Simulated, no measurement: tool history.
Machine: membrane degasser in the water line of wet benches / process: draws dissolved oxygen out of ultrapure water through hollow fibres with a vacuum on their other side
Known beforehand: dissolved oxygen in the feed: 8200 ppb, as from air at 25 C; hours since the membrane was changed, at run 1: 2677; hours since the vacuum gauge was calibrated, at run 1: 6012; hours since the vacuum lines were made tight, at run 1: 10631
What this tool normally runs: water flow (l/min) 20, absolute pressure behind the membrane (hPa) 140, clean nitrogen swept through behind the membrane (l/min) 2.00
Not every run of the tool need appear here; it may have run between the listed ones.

run   hour  water flow (l/min)  absolute pressure behind the membrane (hPa)  clean nitrogen swept through behind the membrane (l/min)  hours since the membrane was changed  hours since the vacuum gauge was calibrated  hours since the vacuum lines were made tight  dissolved oxygen in the water behind the degasser (ppb)  pressure that the water loses in the fibres (hPa)
  1    0.0                  20                                          140                                                      2.00                                  2677                                         6012                                         10631                                                    382.5                                              676.9
  2   79.6                  20                                          140                                                      2.00                                  2757                                         6091                                         10710                                                    381.2                                              675.9
  3  122.0                  20                                          140                                                      2.00                                  2799                                         6134                                         10753                                                    381.2                                              674.8
  4  178.3                  20                                          140                                                      3.04                                  2855                                         6190                                         10809                                                    304.6                                              675.4
  5  245.2                  20                                          140                                                      3.04                                  2922                                         6257                                         10876                                                    302.7                                              672.6
  6  331.2                  20                                          140                                                      3.04                                  3008                                         6343                                         10962                                                    302.8                                              668.6
     337.5  -- vacuum gauge calibrated
  7  426.9                  20                                          140                                                      3.04                                  3104                                           89                                         11057                                                    307.0                                              669.7
  8  519.2                  20                                          140                                                      2.49                                  3196                                          182                                         11149                                                    337.2                                              669.1
  9  580.2                  20                                          140                                                      2.49                                  3257                                          243                                         11210                                                    333.3                                              670.8
 10  645.9                  20                                          140                                                      2.49                                  3323                                          308                                         11276                                                    339.1                                              665.7
 11  695.0                  20                                          140                                                      2.49                                  3372                                          357                                         11325                                                    336.9                                              668.4
 12  759.2                  20                                          140                                                      2.49                                  3436                                          422                                         11389                                                    333.2                                              663.7
 13  839.2                  20                                          301                                                      2.21                                  3516                                          502                                         11469                                                    671.3                                              661.0

For some of the steps in pressure that the water loses in the fibres (hPa) from one run to the next: how much would appear even if the tool had no hidden state, given the settings, what came in and random variation, and how much remains for the hidden state plus any gauge scatter that the measured result and the result without hidden state don't share?
Unlogged tool condition in this case: membrane still open, %; true pressure behind the membrane over the reading, kPa; air that leaks in behind the membrane, l/min; drift of the gauge itself on oxygen_ppb, %; drift of the gauge itself on loss_of_pressure_kpa, %.
Run 7 -> 8: clean nitrogen swept through behind the membrane (l/min) 3.04 -> 2.49. pressure that the water loses in the fibres (hPa) -0.6: hidden state -1.1, all else +0.5.
Run 9 -> 10: nothing adjusted, nothing logged. pressure that the water loses in the fibres (hPa) -5.1: hidden state -0.7, all else -4.4.

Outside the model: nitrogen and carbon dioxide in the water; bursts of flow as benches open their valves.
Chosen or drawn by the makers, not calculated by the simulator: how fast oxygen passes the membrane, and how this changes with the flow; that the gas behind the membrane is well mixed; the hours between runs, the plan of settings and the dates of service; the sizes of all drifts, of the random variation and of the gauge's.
